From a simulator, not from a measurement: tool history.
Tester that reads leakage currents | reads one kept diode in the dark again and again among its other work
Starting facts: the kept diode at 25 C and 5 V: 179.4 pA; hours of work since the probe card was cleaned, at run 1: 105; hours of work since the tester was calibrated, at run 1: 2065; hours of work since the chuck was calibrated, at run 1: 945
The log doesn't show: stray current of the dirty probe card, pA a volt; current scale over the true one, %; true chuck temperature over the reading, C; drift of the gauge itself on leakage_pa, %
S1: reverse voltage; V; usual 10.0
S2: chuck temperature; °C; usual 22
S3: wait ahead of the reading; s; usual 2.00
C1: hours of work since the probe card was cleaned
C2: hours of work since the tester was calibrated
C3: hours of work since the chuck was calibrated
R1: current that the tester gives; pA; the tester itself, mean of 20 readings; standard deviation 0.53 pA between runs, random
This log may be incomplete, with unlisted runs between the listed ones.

Run 1, day 0.000: usual settings; C1 105; C2 2065; C3 945. Result: R1 197.66 pA.
At day 9.158: tester calibrated.
Run 2, day 11.304: usual settings; C1 305; C2 38; C3 1145. Result: R1 199.59 pA.
Run 3, day 18.475: usual settings; C1 433; C2 166; C3 1273. Result: R1 202.91 pA.
Run 4, day 25.704: usual settings; C1 562; C2 295; C3 1402. Result: R1 206.53 pA.
Run 5, day 30.829: usual settings; C1 654; C2 387; C3 1494. Result: R1 208.35 pA.
Run 6, day 40.350: usual settings but S1 1.2 V, S3 1.33 s; C1 823; C2 557; C3 1664. Result: R1 91.49 pA.
At day 42.046: chuck's temperature calibrated.
Run 7, day 50.217: usual settings but S1 1.2 V, S3 1.33 s; C1 998; C2 732; C3 146. Result: R1 79.51 pA.
Run 8, day 57.167: usual settings but S1 1.1 V, S2 36 °C; C1 1122; C2 856; C3 270. Result: R1 292.50 pA.
Run 9, day 63.188: usual settings but S1 4.6 V, S2 54 °C; C1 1230; C2 963; C3 377. Result: R1 2431.45 pA.
Run 10, day 74.892: usual settings but S2 45 °C, S3 1.28 s; C1 1439; C2 1172; C3 586. Result: R1 1594.62 pA.

For each entry between runs, how does the tool's hidden state at the last listed run before it compare with that at the first listed run after it?
From run 1 to run 2: tester calibrated (day 9.158)
  stray current of the dirty probe card, pA a volt: 0.047 -> 0.084; current scale over the true one, %: 1.25 -> 0.16; true chuck temperature over the reading, C: 1.03 -> 1.23
  the result without the hidden state subtracted from the measured one, R1: +21.52 -> +23.65 pA
From run 6 to run 7: chuck's temperature calibrated (day 42.046)
  stray current of the dirty probe card, pA a volt: 0.191 -> 0.225; current scale over the true one, %: 0.49 -> 0.61; true chuck temperature over the reading, C: 1.78 -> 0.32
  the result without the hidden state subtracted from the measured one, R1: +15.33 -> +3.17 pA

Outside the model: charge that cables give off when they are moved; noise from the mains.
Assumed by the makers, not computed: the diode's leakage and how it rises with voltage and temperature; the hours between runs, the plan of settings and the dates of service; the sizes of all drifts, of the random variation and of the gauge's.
